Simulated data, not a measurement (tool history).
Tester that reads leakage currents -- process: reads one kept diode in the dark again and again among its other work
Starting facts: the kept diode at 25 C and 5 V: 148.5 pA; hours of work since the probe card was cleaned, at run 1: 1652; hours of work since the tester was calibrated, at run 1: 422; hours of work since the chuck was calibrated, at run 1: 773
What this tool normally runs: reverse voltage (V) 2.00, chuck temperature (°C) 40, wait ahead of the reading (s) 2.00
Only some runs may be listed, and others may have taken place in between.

| run | hour | reverse voltage (V) | chuck temperature (°C) | wait ahead of the reading (s) | hours of work since the probe card was cleaned | hours of work since the tester was calibrated | hours of work since the chuck was calibrated | current that the tester gives (pA) |
|---|---|---|---|---|---|---|---|---|
| 1 | 0.0 | 2.00 | 40 | 2.00 | 1652 | 422 | 773 | 352.47 |
| 2 | 76.4 | 2.00 | 21 | 2.00 | 1687 | 458 | 809 | 77.33 |
| 3 | 168.4 | 2.00 | 40 | 2.70 | 1730 | 501 | 852 | 354.17 |
|  | 215.8 | probe card cleaned and baked |
| 4 | 235.5 | 2.00 | 40 | 2.00 | 9 | 530 | 881 | 352.89 |
| 5 | 279.8 | 2.00 | 40 | 2.00 | 30 | 551 | 902 | 352.19 |
| 6 | 352.4 | 11.67 | 40 | 2.00 | 64 | 585 | 936 | 654.17 |
| 7 | 446.5 | 11.67 | 40 | 2.00 | 107 | 629 | 980 | 654.37 |
| 8 | 498.5 | 11.67 | 40 | 2.00 | 132 | 653 | 1004 | 652.11 |
| 9 | 548.4 | 2.00 | 40 | 9.52 | 155 | 676 | 1027 | 351.72 |
| 10 | 632.0 | 2.00 | 40 | 9.52 | 194 | 715 | 1066 | 353.36 |
| 11 | 682.6 | 2.00 | 40 | 0.79 | 217 | 738 | 1090 | 351.14 |
| 12 | 759.6 | 2.00 | 40 | 0.79 | 253 | 774 | 1125 | 353.67 |
| 13 | 826.0 | 2.00 | 40 | 0.79 | 284 | 805 | 1156 | 353.74 |
| 14 | 892.0 | 2.00 | 40 | 0.79 | 315 | 836 | 1187 | 351.76 |
| 15 | 930.8 | 2.00 | 40 | 0.79 | 333 | 854 | 1205 | 353.00 |
| 16 | 1023.1 | 1.05 | 40 | 2.00 | 376 | 897 | 1248 | 282.94 |
| 17 | 1082.6 | 1.05 | 40 | 2.00 | 403 | 925 | 1276 | 281.10 |
| 18 | 1133.7 | 1.05 | 40 | 4.81 | 427 | 948 | 1300 | 282.02 |
| 19 | 1178.9 | 1.05 | 40 | 4.81 | 448 | 969 | 1321 | 281.74 |
| 20 | 1259.5 | 1.05 | 23 | 4.81 | 486 | 1007 | 1358 | 72.73 |
| 21 | 1297.3 | 13.92 | 23 | 0.75 | 503 | 1025 | 1376 | 185.72 |
| 22 | 1364.2 | 2.00 | 33 | 6.79 | 535 | 1056 | 1407 | 204.76 |
| 23 | 1421.4 | 2.00 | 33 | 6.79 | 561 | 1082 | 1433 | 206.02 |
| 24 | 1473.8 | 2.00 | 40 | 3.23 | 586 | 1107 | 1458 | 354.09 |
| 25 | 1525.3 | 2.00 | 56 | 2.68 | 610 | 1131 | 1482 | 1108.14 |
| 26 | 1587.7 | 2.25 | 36 | 9.06 | 639 | 1160 | 1511 | 270.48 |
| 27 | 1661.8 | 2.25 | 36 | 9.06 | 673 | 1194 | 1545 | 269.97 |
| 28 | 1705.7 | 2.25 | 36 | 9.06 | 694 | 1215 | 1566 | 272.17 |
| 29 | 1743.8 | 7.73 | 53 | 5.33 | 711 | 1232 | 1583 | 1448.63 |
| 30 | 1816.3 | 7.73 | 53 | 5.33 | 745 | 1266 | 1617 | 1444.13 |

Run 31, settings as shown, results not yet in. Your forecast:
| 31 | 1879.4 | 8.73 | 21 | 8.87 | 774 | 1296 | 1647 | ? |

Run 31 yielded current that the tester gives (pA) 128.56.
Minus the tool's unlogged condition, the same run would have read current that the tester gives (pA) 128.65.
